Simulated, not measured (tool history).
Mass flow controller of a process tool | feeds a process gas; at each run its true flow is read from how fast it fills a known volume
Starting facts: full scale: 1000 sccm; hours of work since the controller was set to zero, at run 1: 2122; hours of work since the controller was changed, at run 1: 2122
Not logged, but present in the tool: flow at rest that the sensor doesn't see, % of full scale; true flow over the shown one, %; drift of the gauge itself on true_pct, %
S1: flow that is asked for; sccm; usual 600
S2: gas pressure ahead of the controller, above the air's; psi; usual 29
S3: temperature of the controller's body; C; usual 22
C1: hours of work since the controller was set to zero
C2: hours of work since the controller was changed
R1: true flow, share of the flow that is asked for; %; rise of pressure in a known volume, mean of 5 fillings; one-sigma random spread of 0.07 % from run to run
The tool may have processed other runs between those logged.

run    hour   S1    S2  S3    C1    C2      R1
  1       0  600    29  22  2122  2122   99.06
  2   192.6  600    29  22  2226  2226   99.02
  3   438.1  600    29  22  2359  2359    99.4
  4   557.2  600    29  22  2424  2424   99.42
  5   686.4  600    29  22  2494  2494   99.61
  6   864.7  600    29  22  2591  2591   99.75
  7  1136.9  600    29  22  2738  2738   99.99
  8    1379  600    29  22  2870  2870  100.16
  9    1520  600    29  22  2946  2946  100.14
 10  1792.7  600    29  35  3094  3094   101.2
 11  1991.6  600    29  35  3202  3202  101.43
 12    2243  600    29  35  3338  3338  101.72
 13  2382.5  597  36.8  35  3414  3414  101.62
 14  2501.8  129  31.9  23  3478  3478  100.21
 15  2638.9  172  32.5  31  3553  3553  100.76
 16  2829.2  172  32.5  31  3656  3656  100.98
 17  2961.5  172  32.5  31  3728  3728  101.09
     3186.5  -- gauge calibrated
 18  3234.1  600  39.3  30  3875  3875   99.34
 19  3383.8  600  26.7  30  3956  3956   99.72
 20  3610.1  616    29  29  4079  4079   99.78
 21    3799  600    27  29  4182  4182   99.91

3 ways to go on from here, each from the tool as it stands after run 21. What would each give?
  A  3946.2  317  31.8  20  4261  4261   ?
  B  3946.2  220  22.5  20  4261  4261   ?
  C  3946.2  600    26  35  4261  4261   ?

run      R1
  A   98.85
  B   98.74
  C  100.55
Without the tool's hidden state the same runs would have given:
run     R1
  A  98.18
  B  98.06
  C  99.87
